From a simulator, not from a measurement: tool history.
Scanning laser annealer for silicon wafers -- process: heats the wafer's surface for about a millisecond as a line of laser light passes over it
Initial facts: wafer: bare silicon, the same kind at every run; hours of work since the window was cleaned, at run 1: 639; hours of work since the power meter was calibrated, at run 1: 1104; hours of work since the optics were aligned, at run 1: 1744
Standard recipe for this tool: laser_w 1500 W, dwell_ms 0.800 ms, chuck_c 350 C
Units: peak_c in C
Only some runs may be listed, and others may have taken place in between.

run    hour  laser_w  dwell_ms  chuck_c  hours of work since the window was cleaned  hours of work since the power meter was calibrated  hours of work since the optics were aligned  peak_c
  1     0.0     1500     0.800      350                                         639                                                1104                                         1744    1022
      101.7  -- optics aligned, line set to its width
  2   101.7     1500     0.800      350                                         682                                                1147                                            0    1015
  3   178.3     1500     0.800      350                                         716                                                1181                                           34    1011
  4   230.8     1500     0.800      350                                         739                                                1204                                           57    1013
      237.2  -- window over the wafer cleaned
  5   305.4     1500     0.800      350                                          30                                                1237                                           89    1043
  6   367.3     1500     0.800      350                                          58                                                1264                                          117    1042
      380.5  -- optics aligned, line set to its width, once more
  7   444.1     1453     0.800      350                                          89                                                1296                                           28    1030
  8   496.7     1405     0.800      350                                         113                                                1319                                           51     996
  9   575.6     1405     0.800      350                                         148                                                1354                                           86    1001
 10   674.3     1500     0.800      343                                         191                                                1398                                          130    1043
 11   751.3     1500     0.800      343                                         225                                                1432                                          164    1044
 12   812.3     1500     0.800      343                                         252                                                1459                                          191    1043
 13   903.3     1500     0.800      343                                         293                                                1499                                          232    1040
 14   995.1     1500     0.922      350                                         333                                                1540                                          272    1094
 15  1072.1     1500     0.800      350                                         368                                                1574                                          306    1042
 16  1153.3     1500     0.800      350                                         404                                                1610                                          342    1041
 17  1251.9     1500     0.800      350                                         447                                                1654                                          386    1041
 18  1296.2     1500     0.800      350                                         467                                                1673                                          406    1038
 19  1366.6     1500     0.800      378                                         498                                                1704                                          437    1067
 20  1428.9     1409     0.800      350                                         526                                                1732                                          464     984
 21  1483.5     1474     0.800      313                                         550                                                1756                                          489     982
 22  1566.5     1474     0.800      313                                         587                                                1793                                          525     982
 23  1614.2     1382     0.924      325                                         608                                                1814                                          546     983
 24  1682.7     1382     0.924      325                                         638                                                1844                                          577     984
 25  1738.2     1556     0.902      344                                         663                                                1869                                          601    1098
 26  1785.3     1574     0.902      344                                         683                                                1890                                          622    1105
 27  1868.2     1574     0.902      347                                         720                                                1927                                          659    1108
 28  1911.3     1574     0.902      347                                         739                                                1946                                          678    1108
     1919.2  -- window over the wafer cleaned
 29  1986.7     1500     0.660      348                                          30                                                1978                                          710     990
 30  2032.0     1462     0.816      348                                          50                                                1998                                          731    1032
 31  2072.1     1462     0.677      348                                          68                                                2016                                          748     973
 32  2150.9     1462     0.677      348                                         103                                                2051                                          783     975
 33  2232.0     1462     0.677      348                                         139                                                2087                                          819     971
 34  2300.5     1315     0.666      381                                         169                                                2117                                          849     925
 35  2400.2     1500     0.644      350                                         213                                                2161                                          894     977
 36  2495.2     1644     0.589      317                                         255                                                2203                                          936     992
 37  2540.1     1644     0.589      317                                         275                                                2223                                          956     992
 38  2597.3     1644     0.589      317                                         300                                                2249                                          981     990
 39  2642.7     1361     0.888      327                                         320                                                2269                                         1001     965
 40  2713.6     1320     0.800      353                                         352                                                2300                                         1032     938

3 ways to go on from here, each from the tool as it stands after run 40. What would each give?
  A  2779.1     1581     0.876      350                                         381                                                2329                                         1061       ?
  B  2779.1     1287     0.650      370                                         381                                                2329                                         1061       ?
  C  2779.1     1395     0.649      341                                         381                                                2329                                         1061       ?

run  peak_c
  A    1117
  B     882
  C     908
Without the tool's hidden state the same runs would have given:
run  peak_c
  A    1144
  B     900
  C     928
